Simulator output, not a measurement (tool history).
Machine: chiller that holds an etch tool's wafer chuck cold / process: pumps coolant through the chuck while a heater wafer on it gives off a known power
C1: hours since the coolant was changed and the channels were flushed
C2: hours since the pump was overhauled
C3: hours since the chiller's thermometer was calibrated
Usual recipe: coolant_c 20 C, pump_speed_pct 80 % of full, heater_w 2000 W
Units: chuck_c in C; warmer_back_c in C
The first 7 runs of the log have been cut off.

run 8 hour=197.8 | coolant_c=20 pump_speed_pct=80 heater_w=2000 | C1=4217 C2=1634 C3=1914 | chuck_c=32.4 warmer_back_c=5.49
run 9 hour=225.8 | coolant_c=20 pump_speed_pct=80 heater_w=2172 | C1=4245 C2=1662 C3=1942 | chuck_c=33.3 warmer_back_c=5.92
run 10 hour=267.8 | coolant_c=20 pump_speed_pct=80 heater_w=2172 | C1=4287 C2=1704 C3=1984 | chuck_c=33.1 warmer_back_c=5.94
run 11 hour=303.7 | coolant_c=20 pump_speed_pct=80 heater_w=2172 | C1=4323 C2=1740 C3=2020 | chuck_c=33.4 warmer_back_c=5.99
run 12 hour=332.5 | coolant_c=20 pump_speed_pct=80 heater_w=2172 | C1=4351 C2=1768 C3=2049 | chuck_c=33.5 warmer_back_c=5.91
run 13 hour=353.4 | coolant_c=20 pump_speed_pct=80 heater_w=2172 | C1=4372 C2=1789 C3=2070 | chuck_c=33.3 warmer_back_c=6.05
run 14 hour=382.2 | coolant_c=20 pump_speed_pct=80 heater_w=2172 | C1=4401 C2=1818 C3=2099 | chuck_c=33.3 warmer_back_c=5.97
run 15 hour=407.1 | coolant_c=20 pump_speed_pct=80 heater_w=2172 | C1=4426 C2=1843 C3=2123 | chuck_c=33.3 warmer_back_c=6.02
run 16 hour=424.3 | coolant_c=20 pump_speed_pct=80 heater_w=2172 | C1=4443 C2=1860 C3=2141 | chuck_c=33.5 warmer_back_c=5.93
run 17 hour=450.7 | coolant_c=20 pump_speed_pct=80 heater_w=2172 | C1=4470 C2=1886 C3=2167 | chuck_c=33.4 warmer_back_c=5.98
run 18 hour=487.3 | coolant_c=16 pump_speed_pct=80 heater_w=2172 | C1=4506 C2=1923 C3=2204 | chuck_c=29.5 warmer_back_c=5.96
run 19 hour=515.6 | coolant_c=29 pump_speed_pct=65 heater_w=2172 | C1=4534 C2=1951 C3=2232 | chuck_c=45.3 warmer_back_c=7.36
run 20 hour=548.8 | coolant_c=29 pump_speed_pct=65 heater_w=1339 | C1=4568 C2=1985 C3=2265 | chuck_c=39 warmer_back_c=4.46
run 21 hour=588.1 | coolant_c=11 pump_speed_pct=82 heater_w=2000 | C1=4607 C2=2024 C3=2304 | chuck_c=23 warmer_back_c=5.31
run 22 hour=619.1 | coolant_c=15 pump_speed_pct=60 heater_w=2752 | C1=4638 C2=2055 C3=2335 | chuck_c=37.1 warmer_back_c=10.09
run 23 hour=639.4 | coolant_c=13 pump_speed_pct=89 heater_w=1025 | C1=4658 C2=2075 C3=2356 | chuck_c=18.6 warmer_back_c=2.54
run 24 hour=669.7 | coolant_c=13 pump_speed_pct=89 heater_w=1025 | C1=4689 C2=2106 C3=2386 | chuck_c=18.8 warmer_back_c=2.55
run 25 hour=702.5 | coolant_c=25 pump_speed_pct=65 heater_w=1459 | C1=4721 C2=2138 C3=2419 | chuck_c=35.8 warmer_back_c=4.87
run 26 hour=733.1 | coolant_c=29 pump_speed_pct=89 heater_w=1056 | C1=4752 C2=2169 C3=2449 | chuck_c=34.9 warmer_back_c=2.62
run 27 hour=757.7 | coolant_c=29 pump_speed_pct=89 heater_w=1056 | C1=4777 C2=2193 C3=2474 | chuck_c=34.8 warmer_back_c=2.57
run 28 hour=794.6 | coolant_c=13 pump_speed_pct=66 heater_w=2223 | C1=4813 C2=2230 C3=2511 | chuck_c=29.4 warmer_back_c=7.41
run 29 hour=829.6 | coolant_c=20 pump_speed_pct=80 heater_w=2096 | C1=4848 C2=2265 C3=2546 | chuck_c=32.9 warmer_back_c=5.71
run 30 hour=848.5 | coolant_c=23 pump_speed_pct=80 heater_w=2707 | C1=4867 C2=2284 C3=2565 | chuck_c=39.8 warmer_back_c=7.4
run 31 hour=876.4 | coolant_c=20 pump_speed_pct=80 heater_w=2000 | C1=4895 C2=2312 C3=2593 | chuck_c=32.2 warmer_back_c=5.51

Consider 4 possible next runs. They are alternatives, not a sequence: every one starts from the tool as it was left by run 31. What does each give?
run A hour=909.3 | coolant_c=26 pump_speed_pct=67 heater_w=1286 | C1=4928 C2=2345 C3=2626 | chuck_c=? warmer_back_c=?
run B hour=909.3 | coolant_c=20 pump_speed_pct=86 heater_w=2000 | C1=4928 C2=2345 C3=2626 | chuck_c=? warmer_back_c=?
run C hour=909.3 | coolant_c=23 pump_speed_pct=89 heater_w=2575 | C1=4928 C2=2345 C3=2626 | chuck_c=? warmer_back_c=?
run D hour=909.3 | coolant_c=27 pump_speed_pct=80 heater_w=2000 | C1=4928 C2=2345 C3=2626 | chuck_c=? warmer_back_c=?

run=A chuck_c=35.2 warmer_back_c=4.16
run=B chuck_c=31.4 warmer_back_c=5.11
run=C chuck_c=37.4 warmer_back_c=6.34
run=D chuck_c=39.4 warmer_back_c=5.44
Without the tool's unlogged condition, the same runs would have read:
run=A chuck_c=35.2 warmer_back_c=4.16
run=B chuck_c=31.4 warmer_back_c=5.11
run=C chuck_c=37.4 warmer_back_c=6.34
run=D chuck_c=39.3 warmer_back_c=5.43
